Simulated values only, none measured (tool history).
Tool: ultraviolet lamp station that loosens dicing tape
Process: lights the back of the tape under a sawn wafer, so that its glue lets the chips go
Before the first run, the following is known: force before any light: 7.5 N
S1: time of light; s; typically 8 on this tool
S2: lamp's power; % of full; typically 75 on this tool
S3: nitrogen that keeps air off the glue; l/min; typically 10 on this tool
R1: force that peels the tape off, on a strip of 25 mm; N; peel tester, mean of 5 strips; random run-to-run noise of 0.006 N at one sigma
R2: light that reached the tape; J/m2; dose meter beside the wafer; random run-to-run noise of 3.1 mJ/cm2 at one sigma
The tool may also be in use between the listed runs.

| run | hour | S1 | S2 | S3 | R1 | R2 |
|---|---|---|---|---|---|---|
| 1 | 0.0 | 8 | 75 | 10 | 0.274 | 3980 |
| 2 | 47.2 | 8 | 75 | 10 | 0.286 | 3840 |
|  | 53.7 | window cleaned of glue's vapour |
| 3 | 146.8 | 8 | 75 | 10 | 0.196 | 4380 |
| 4 | 196.1 | 8 | 75 | 10 | 0.224 | 4250 |
| 5 | 239.8 | 8 | 75 | 10 | 0.239 | 4150 |
| 6 | 334.8 | 11 | 75 | 6 | 0.194 | 5540 |
| 7 | 394.2 | 5 | 68 | 17 | 0.734 | 2200 |
| 8 | 443.2 | 5 | 68 | 17 | 0.712 | 2160 |
| 9 | 541.0 | 9 | 61 | 5 | 0.775 | 3280 |

Run 10, settings as shown, results not yet in. Your forecast:
| 10 | 601.0 | 5 | 64 | 8 | ? | ? |

R1: 1.622 N
R2: 1840 J/m2
Had the tool carried no hidden state, the very same run would have given R1 0.917 N, R2 2540 J/m2.
